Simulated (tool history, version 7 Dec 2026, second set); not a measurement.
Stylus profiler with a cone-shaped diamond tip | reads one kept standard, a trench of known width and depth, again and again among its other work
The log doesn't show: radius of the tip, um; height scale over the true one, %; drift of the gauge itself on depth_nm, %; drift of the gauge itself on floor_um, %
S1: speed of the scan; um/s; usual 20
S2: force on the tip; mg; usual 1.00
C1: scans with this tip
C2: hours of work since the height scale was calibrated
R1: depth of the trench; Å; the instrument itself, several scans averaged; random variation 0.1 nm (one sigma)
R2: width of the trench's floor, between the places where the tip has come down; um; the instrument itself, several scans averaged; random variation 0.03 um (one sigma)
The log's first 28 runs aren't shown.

run    hour  S1    S2     C1    C2      R1     R2
 29  1026.4  17  0.50  13492  1826  1004.8  98.39
 30  1063.5  56  0.39  13662  1849  1005.9  97.95
 31  1084.7  12  2.15  13759  1862  1011.0  98.49
 32  1127.3  58  1.00  13954  1888  1008.3  98.17
 33  1160.7  15  0.85  14106  1909  1008.6  98.44
 34  1180.8  19  0.85  14199  1921  1005.4  98.40
 35  1215.6   6  0.60  14358  1943  1005.3  98.55
 36  1242.8   8  0.39  14482  1959  1005.2  98.51
 37  1290.6   8  0.39  14701  1989  1005.0  98.49
     1317.1  -- height scale calibrated on a step standard
 38  1323.2   6  0.63  14848     4  1004.5  98.54
 39  1356.6   6  0.63  15000    24  1004.1  98.59
 40  1390.1  74  1.34  15153    45  1009.8  98.13
 41  1414.5  17  1.34  15265    60  1006.9  98.46
 42  1454.7  17  1.34  15449    85  1009.3  98.49
 43  1490.7  17  1.42  15614   108  1009.5  98.44
 44  1533.0  10  1.15  15808   134  1008.4  98.48
 45  1574.9  27  1.00  15999   160  1007.9  98.42
 46  1614.2  27  1.00  16179   184  1007.4  98.46

Forecast each of these 4 alternatives for the next run:
  A  1660.6  18  1.99  16391  213   ?   ?
  B  1660.6  20  1.08  16391  213   ?   ?
  C  1660.6   7  1.02  16391  213   ?   ?
  D  1660.6  72  1.66  16391  213   ?   ?

run      R1     R2
  A  1011.0  98.52
  B  1008.8  98.40
  C  1006.7  98.53
  D  1008.7  98.15
Without the tool's hidden state the same runs would have given:
run      R1     R2
  A  1010.9  98.53
  B  1008.8  98.42
  C  1006.6  98.55
  D  1008.7  98.17
